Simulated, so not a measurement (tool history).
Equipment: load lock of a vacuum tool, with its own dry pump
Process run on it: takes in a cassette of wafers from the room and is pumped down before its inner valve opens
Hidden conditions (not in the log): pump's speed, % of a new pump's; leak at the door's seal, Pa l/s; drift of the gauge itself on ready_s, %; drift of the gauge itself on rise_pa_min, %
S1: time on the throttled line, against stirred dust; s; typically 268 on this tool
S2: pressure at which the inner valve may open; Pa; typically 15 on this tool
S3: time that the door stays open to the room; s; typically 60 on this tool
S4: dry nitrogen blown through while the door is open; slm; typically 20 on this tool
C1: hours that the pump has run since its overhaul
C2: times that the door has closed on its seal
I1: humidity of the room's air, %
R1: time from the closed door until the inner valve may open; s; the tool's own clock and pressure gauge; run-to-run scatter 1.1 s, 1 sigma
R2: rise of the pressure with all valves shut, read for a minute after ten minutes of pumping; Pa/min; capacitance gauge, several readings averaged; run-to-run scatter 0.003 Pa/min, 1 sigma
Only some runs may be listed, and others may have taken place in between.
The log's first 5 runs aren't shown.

Run 6, hour 1390.8: usual settings; C1 7179; C2 7400; I1 43.5. Result: R1 374.5 s, R2 0.049 Pa/min.
Run 7, hour 1698.3: usual settings but S4 8 slm; C1 7487; C2 8393; I1 46.8. Result: R1 375.9 s, R2 0.069 Pa/min.
Run 8, hour 2139.6: usual settings but S4 8 slm; C1 7928; C2 9819; I1 46.6. Result: R1 376.8 s, R2 0.078 Pa/min.
Run 9, hour 2357.1: usual settings but S4 8 slm; C1 8145; C2 10521; I1 46.4. Result: R1 377 s, R2 0.076 Pa/min.
Run 10, hour 2820: usual settings but S1 504 s, S4 8 slm; C1 8608; C2 12017; I1 47.5. Result: R1 582.9 s, R2 0.08 Pa/min.
Run 11, hour 3068.6: usual settings but S1 504 s, S4 8 slm; C1 8857; C2 12820; I1 45.3. Result: R1 581.9 s, R2 0.088 Pa/min.
Run 12, hour 3375.6: usual settings but S1 504 s, S2 25 Pa, S4 8 slm; C1 9164; C2 13812; I1 43.9. Result: R1 571.1 s, R2 0.091 Pa/min.
Run 13, hour 3818.9: usual settings but S1 504 s, S2 25 Pa, S4 8 slm; C1 9607; C2 15243; I1 47. Result: R1 577.5 s, R2 0.097 Pa/min.
Run 14, hour 4079.3: usual settings but S1 504 s, S2 25 Pa, S4 8 slm; C1 9868; C2 16084; I1 45.7. Result: R1 573.6 s, R2 0.108 Pa/min.
Run 15, hour 4276.3: usual settings but S1 504 s, S2 25 Pa, S4 8 slm; C1 10065; C2 16721; I1 40.8. Result: R1 576.6 s, R2 0.102 Pa/min.
Run 16, hour 4610.8: usual settings but S1 504 s, S2 25 Pa, S4 8 slm; C1 10399; C2 17801; I1 43.6. Result: R1 576.7 s, R2 0.115 Pa/min.
Run 17, hour 4929.2: usual settings but S1 504 s, S2 25 Pa, S4 8 slm; C1 10717; C2 18830; I1 45.2. Result: R1 574.7 s, R2 0.121 Pa/min.
Run 18, hour 5364.1: usual settings but S1 504 s, S2 25 Pa, S4 8 slm; C1 11152; C2 20235; I1 44. Result: R1 576.3 s, R2 0.132 Pa/min.
Run 19, hour 5619.4: usual settings but S1 504 s, S2 25 Pa, S4 8 slm; C1 11408; C2 21059; I1 47.9. Result: R1 576 s, R2 0.145 Pa/min.
Run 20, hour 5860.6: usual settings but S1 504 s, S2 25 Pa, S4 8 slm; C1 11649; C2 21839; I1 47. Result: R1 575.5 s, R2 0.136 Pa/min.
Run 21, hour 6305.5: usual settings but S1 141 s, S4 30 slm; C1 12094; C2 23276; I1 48.4. Result: R1 272.6 s, R2 0.138 Pa/min.
Run 22, hour 6714: usual settings but S3 58 s, S4 16 slm; C1 12502; C2 24595; I1 43.9. Result: R1 383.3 s, R2 0.154 Pa/min.
Run 23, hour 6954.3: usual settings but S2 30 Pa; C1 12743; C2 25372; I1 44.2. Result: R1 370.3 s, R2 0.158 Pa/min.
Run 24, hour 7303.9: usual settings but S2 30 Pa; C1 13092; C2 26501; I1 45.4. Result: R1 370.4 s, R2 0.171 Pa/min.
Run 25, hour 7681: usual settings but S1 323 s, S2 12 Pa, S4 6 slm; C1 13469; C2 27719; I1 46.3. Result: R1 433.3 s, R2 0.201 Pa/min.
Run 26, hour 8013.6: usual settings but S1 323 s, S2 22 Pa, S4 6 slm; C1 13802; C2 28794; I1 45.6. Result: R1 426.5 s, R2 0.202 Pa/min.
Run 27, hour 8447.1: usual settings but S1 323 s, S2 22 Pa, S4 6 slm; C1 14235; C2 30194; I1 41.9. Result: R1 424.7 s, R2 0.213 Pa/min.
Run 28, hour 8691.4: usual settings but S1 323 s, S2 22 Pa, S4 6 slm; C1 14480; C2 30983; I1 43.3. Result: R1 426.7 s, R2 0.223 Pa/min.
Run 29, hour 8933.9: usual settings but S1 165 s, S2 22 Pa, S4 25 slm; C1 14722; C2 31766; I1 46.3. Result: R1 288.5 s, R2 0.211 Pa/min.

Run 30 comes next. What will it give?
Run 30, hour 9188.8: usual settings but S2 22 Pa, S3 42 s; C1 14977; C2 32589; I1 46.6. Result: R1 ?, R2 ?.

Run 30 yielded R1 378.3 s, R2 0.212 Pa/min.
The same run, on a tool lacking any hidden state, would have yielded R1 363 s, R2 0.019 Pa/min.
